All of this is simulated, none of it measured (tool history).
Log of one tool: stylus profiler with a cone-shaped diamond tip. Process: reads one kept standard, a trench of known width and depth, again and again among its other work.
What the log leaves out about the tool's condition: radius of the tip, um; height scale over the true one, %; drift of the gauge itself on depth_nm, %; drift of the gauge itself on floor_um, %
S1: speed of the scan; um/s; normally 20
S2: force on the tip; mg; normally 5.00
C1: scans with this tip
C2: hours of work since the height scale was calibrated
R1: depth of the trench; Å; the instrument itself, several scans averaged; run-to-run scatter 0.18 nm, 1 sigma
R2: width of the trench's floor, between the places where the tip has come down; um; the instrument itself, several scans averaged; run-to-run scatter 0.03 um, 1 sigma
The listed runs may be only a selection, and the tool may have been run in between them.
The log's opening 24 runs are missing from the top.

run	day	S1	S2	C1	C2	R1	R2
25	12.371	14	5.00	2643	297	10192.6	93.87
26	12.658	14	5.00	2689	302	10191.0	93.88
27	13.142	16	4.28	2768	311	10171.4	93.82
28	13.721	16	4.28	2862	322	10170.1	93.83
29	14.225	16	4.28	2944	331	10170.2	93.86
30	14.642	16	4.28	3011	339	10169.3	93.80
# day 14.708: height scale calibrated on a step standard
31	15.192	16	4.28	3097	9	10165.3	93.81
32	15.721	16	4.28	3183	19	10166.0	93.85
33	16.354	6	7.78	3286	30	10254.8	93.82
34	16.742	64	2.42	3349	37	10107.0	93.66
# day 16.904: height scale calibrated on a step standard, once more
35	17.083	7	4.48	3401	3	10186.4	93.83
36	17.733	7	4.48	3506	15	10187.4	93.74
37	18.250	7	4.48	3591	25	10188.6	93.78
38	18.642	43	13.41	3654	32	10389.9	93.70
39	19.096	5	12.51	3727	40	10369.2	93.76
40	19.450	11	3.19	3785	46	10150.9	93.74
41	20.017	27	10.15	3877	57	10321.6	93.71

For run 42, what comes out?
42	20.412	11	5.00	3941	64	?	?

Run 42 measured R1 10201.4 Å, R2 93.81 um.
Without the tool's hidden state the same run would have given R1 10198.7 Å, R2 94.03 um.
